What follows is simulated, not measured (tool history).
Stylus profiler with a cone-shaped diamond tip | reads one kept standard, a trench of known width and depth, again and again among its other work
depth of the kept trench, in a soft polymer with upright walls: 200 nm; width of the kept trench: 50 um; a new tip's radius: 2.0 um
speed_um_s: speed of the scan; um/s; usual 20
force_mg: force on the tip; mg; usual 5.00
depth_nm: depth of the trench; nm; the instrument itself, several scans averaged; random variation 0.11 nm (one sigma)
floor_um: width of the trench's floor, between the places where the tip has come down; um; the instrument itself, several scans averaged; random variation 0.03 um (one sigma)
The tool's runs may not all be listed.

run    hour  speed_um_s  force_mg  depth_nm  floor_um
  1     0.0          20      5.00    202.81     47.89
  2    31.7          20     14.93    205.70     47.90
  3    66.4          20     14.93    205.78     47.96
  4   119.4          20     14.93    205.82     47.90
  5   146.1          20     14.93    205.74     47.90
  6   190.8          20     14.93    205.55     47.88
  7   233.0          52     14.93    205.70     47.81
  8   270.9          20      2.50    201.23     47.87
  9   317.4          20      2.50    201.62     47.82
 10   364.0          20      2.50    201.49     47.76
 11   424.1          20      2.50    201.38     47.74
 12   460.9          20      2.50    201.71     47.80
 13   496.1          20      2.91    201.72     47.79
 14   526.9          20      2.91    201.86     47.74
 15   583.4          20      2.91    201.63     47.71
 16   634.1          20      2.91    201.67     47.70
 17   690.0          20      2.91    201.41     47.69
 18   721.5          41      2.89    201.28     47.56
 19   765.2          49      4.76    202.19     47.59
 20   816.9          57      5.74    202.50     47.55
 21   868.4           6      5.06    202.37     47.69
 22   916.5          12      3.05    201.94     47.71
 23   958.5          13     12.53    205.02     47.64
 24  1019.8          13     12.53    205.20     47.68
 25  1052.1          15     11.99    204.97     47.61
 26  1083.6          15     11.99    205.04     47.62
 27  1144.9          29      5.19    202.73     47.54
 28  1179.5          29      5.19    202.89     47.52
 29  1208.9          18      2.48    201.63     47.56
 30  1239.4           6      2.48    201.67     47.51
 31  1284.0          14      7.85    203.74     47.58
 32  1341.1          24      5.00    202.76     47.47

Taken out of this log: 2 entries between the listed runs. Where each belongs, and how the hidden state differs across it:
Between runs 17 and 18: height scale calibrated on a step standard (hour 695.7)
  radius of the tip, um: 3.24 -> 3.27; height scale over the true one, %: -0.189 -> -0.255
  measured less the result without the state, depth_nm: -0.38 -> -0.51 nm; floor_um: -0.49 -> -0.51 um
Between runs 21 and 22: height scale calibrated on a step standard, once more (hour 881.0)
  radius of the tip, um: 3.4 -> 3.44; height scale over the true one, %: -0.273 -> -0.018
  measured less the result without the state, depth_nm: -0.56 -> -0.04 nm; floor_um: -0.55 -> -0.57 um
